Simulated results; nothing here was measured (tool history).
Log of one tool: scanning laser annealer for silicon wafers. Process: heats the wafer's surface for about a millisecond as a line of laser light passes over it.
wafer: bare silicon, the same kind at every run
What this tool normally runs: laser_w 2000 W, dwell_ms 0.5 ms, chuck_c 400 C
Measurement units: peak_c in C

run,hour,laser_w,dwell_ms,chuck_c,peak_c
1,0,2000,0.5,400,1243
2,8.9,2000,0.5,391,1238
3,20.5,2000,0.5,391,1239
4,27.2,2000,0.39,400,1138
5,33.3,2000,0.5,398,1244
6,42.6,2000,0.5,398,1239
7,54.2,2000,0.5,398,1242
8,59.9,2000,0.5,398,1245
9,67.3,2000,0.5,398,1241
10,72.6,2000,0.5,398,1242
11,78.2,2000,0.5,400,1244
12,90.3,2000,0.5,400,1240
13,95.6,2000,0.5,400,1244
14,107.1,1735,0.5,387,1103
15,114.3,1820,0.5,400,1157
16,122.2,1785,0.393,409,1056
17,129.2,2068,0.375,366,1119
18,137.8,1962,0.383,421,1136
19,146.3,1962,0.603,362,1272
20,154.9,1968,0.352,399,1085
21,165.7,2182,0.367,380,1174
22,177.8,2146,0.452,380,1251
23,183,1760,0.382,400,1023
24,190.5,2000,0.427,408,1185
25,199.1,2000,0.427,408,1181
26,210.1,2152,0.353,395,1160

Forecast each of these 5 alternatives for the next run:
A,220,2000,0.542,400,?
B,220,1924,0.476,391,?
C,220,1732,0.359,413,?
D,220,2194,0.353,390,?
E,220,1981,0.376,376,?

run,peak_c
A,1284
B,1174
C,1008
D,1172
E,1094
Take away the tool's hidden state, keep each run's random variation, and the runs would have read:
run,peak_c
A,1285
B,1175
C,1009
D,1173
E,1095
